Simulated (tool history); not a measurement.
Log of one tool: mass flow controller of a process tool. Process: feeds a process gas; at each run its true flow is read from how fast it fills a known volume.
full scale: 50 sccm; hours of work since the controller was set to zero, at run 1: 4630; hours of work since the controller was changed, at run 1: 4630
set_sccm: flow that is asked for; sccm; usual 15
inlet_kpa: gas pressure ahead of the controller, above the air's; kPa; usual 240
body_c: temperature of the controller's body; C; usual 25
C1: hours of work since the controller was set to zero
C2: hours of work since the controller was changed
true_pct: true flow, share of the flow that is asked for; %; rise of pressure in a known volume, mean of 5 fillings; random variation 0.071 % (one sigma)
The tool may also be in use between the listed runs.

run 1 hour=0 | set_sccm=15 inlet_kpa=240 body_c=25 | C1=4630 C2=4630 | true_pct=99.6
run 2 hour=143 | set_sccm=15 inlet_kpa=240 body_c=25 | C1=4680 C2=4680 | true_pct=99.78
run 3 hour=378.7 | set_sccm=15 inlet_kpa=240 body_c=25 | C1=4763 C2=4763 | true_pct=99.97
run 4 hour=565.8 | set_sccm=5 inlet_kpa=240 body_c=25 | C1=4829 C2=4829 | true_pct=99.79
run 5 hour=821 | set_sccm=5 inlet_kpa=240 body_c=25 | C1=4919 C2=4919 | true_pct=100.04
run 6 hour=1013.7 | set_sccm=5 inlet_kpa=240 body_c=25 | C1=4987 C2=4987 | true_pct=100
run 7 hour=1136.9 | set_sccm=5 inlet_kpa=240 body_c=25 | C1=5030 C2=5030 | true_pct=100.23
run 8 hour=1283.9 | set_sccm=15 inlet_kpa=206 body_c=25 | C1=5082 C2=5082 | true_pct=100.1
run 9 hour=1487.5 | set_sccm=15 inlet_kpa=240 body_c=25 | C1=5154 C2=5154 | true_pct=100.43
run 10 hour=1747.9 | set_sccm=15 inlet_kpa=240 body_c=25 | C1=5245 C2=5245 | true_pct=100.69
run 11 hour=1998.5 | set_sccm=15 inlet_kpa=240 body_c=25 | C1=5333 C2=5333 | true_pct=100.79
run 12 hour=2203.6 | set_sccm=15 inlet_kpa=240 body_c=25 | C1=5406 C2=5406 | true_pct=100.98
run 13 hour=2455 | set_sccm=15 inlet_kpa=240 body_c=25 | C1=5494 C2=5494 | true_pct=101.08
run 14 hour=2665.6 | set_sccm=15 inlet_kpa=240 body_c=25 | C1=5568 C2=5568 | true_pct=101.23
-- hour=2825.7 gauge calibrated
run 15 hour=2841.7 | set_sccm=15 inlet_kpa=240 body_c=25 | C1=5630 C2=5630 | true_pct=99.79
run 16 hour=3080.6 | set_sccm=15 inlet_kpa=240 body_c=25 | C1=5714 C2=5714 | true_pct=99.7
run 17 hour=3210.7 | set_sccm=15 inlet_kpa=240 body_c=33 | C1=5760 C2=5760 | true_pct=99.06
run 18 hour=3382.7 | set_sccm=32 inlet_kpa=240 body_c=25 | C1=5821 C2=5821 | true_pct=100.3
run 19 hour=3547.1 | set_sccm=9 inlet_kpa=154 body_c=33 | C1=5879 C2=5879 | true_pct=98.38
run 20 hour=3793.6 | set_sccm=18 inlet_kpa=240 body_c=25 | C1=5965 C2=5965 | true_pct=100.25
run 21 hour=3962 | set_sccm=15 inlet_kpa=240 body_c=26 | C1=6025 C2=6025 | true_pct=100.17
run 22 hour=4168.6 | set_sccm=14 inlet_kpa=147 body_c=32 | C1=6097 C2=6097 | true_pct=99.03
run 23 hour=4398.7 | set_sccm=14 inlet_kpa=147 body_c=32 | C1=6178 C2=6178 | true_pct=99.22
run 24 hour=4543.8 | set_sccm=6 inlet_kpa=147 body_c=32 | C1=6229 C2=6229 | true_pct=99.04
run 25 hour=4697.4 | set_sccm=6 inlet_kpa=147 body_c=32 | C1=6283 C2=6283 | true_pct=99.27
run 26 hour=4967.4 | set_sccm=10 inlet_kpa=275 body_c=25 | C1=6378 C2=6378 | true_pct=101.03
run 27 hour=5207.5 | set_sccm=10 inlet_kpa=275 body_c=25 | C1=6463 C2=6463 | true_pct=101.2
run 28 hour=5464 | set_sccm=10 inlet_kpa=275 body_c=25 | C1=6553 C2=6553 | true_pct=101.34
run 29 hour=5688.6 | set_sccm=15 inlet_kpa=198 body_c=27 | C1=6632 C2=6632 | true_pct=100.79
run 30 hour=5805.9 | set_sccm=5 inlet_kpa=263 body_c=33 | C1=6674 C2=6674 | true_pct=100.36
run 31 hour=6056.2 | set_sccm=15 inlet_kpa=230 body_c=25 | C1=6762 C2=6762 | true_pct=101.43
run 32 hour=6249.2 | set_sccm=14 inlet_kpa=240 body_c=33 | C1=6830 C2=6830 | true_pct=100.61
-- hour=6413.9 controller exchanged for a calibrated one
run 33 hour=6493 | set_sccm=14 inlet_kpa=240 body_c=33 | C1=28 C2=28 | true_pct=100.75

5 ways to go on from here, each from the tool as it stands after run 33. What would each give?
-- hour=6544 gauge calibrated
run A hour=6719.1 | set_sccm=14 inlet_kpa=197 body_c=33 | C1=107 C2=107 | true_pct=?
-- hour=6544 gauge calibrated
run B hour=6719.1 | set_sccm=33 inlet_kpa=167 body_c=23 | C1=107 C2=107 | true_pct=?
-- hour=6544 gauge calibrated
run C hour=6719.1 | set_sccm=15 inlet_kpa=238 body_c=33 | C1=107 C2=107 | true_pct=?
-- hour=6544 gauge calibrated
run D hour=6719.1 | set_sccm=15 inlet_kpa=240 body_c=29 | C1=107 C2=107 | true_pct=?
-- hour=6544 gauge calibrated
run E hour=6719.1 | set_sccm=14 inlet_kpa=252 body_c=27 | C1=107 C2=107 | true_pct=?

run=A true_pct=98.57
run=B true_pct=99.8
run=C true_pct=98.83
run=D true_pct=99.33
run=E true_pct=99.51
Without the tool's hidden state the same runs would have given:
run=A true_pct=98.47
run=B true_pct=99.69
run=C true_pct=98.73
run=D true_pct=99.23
run=E true_pct=99.41
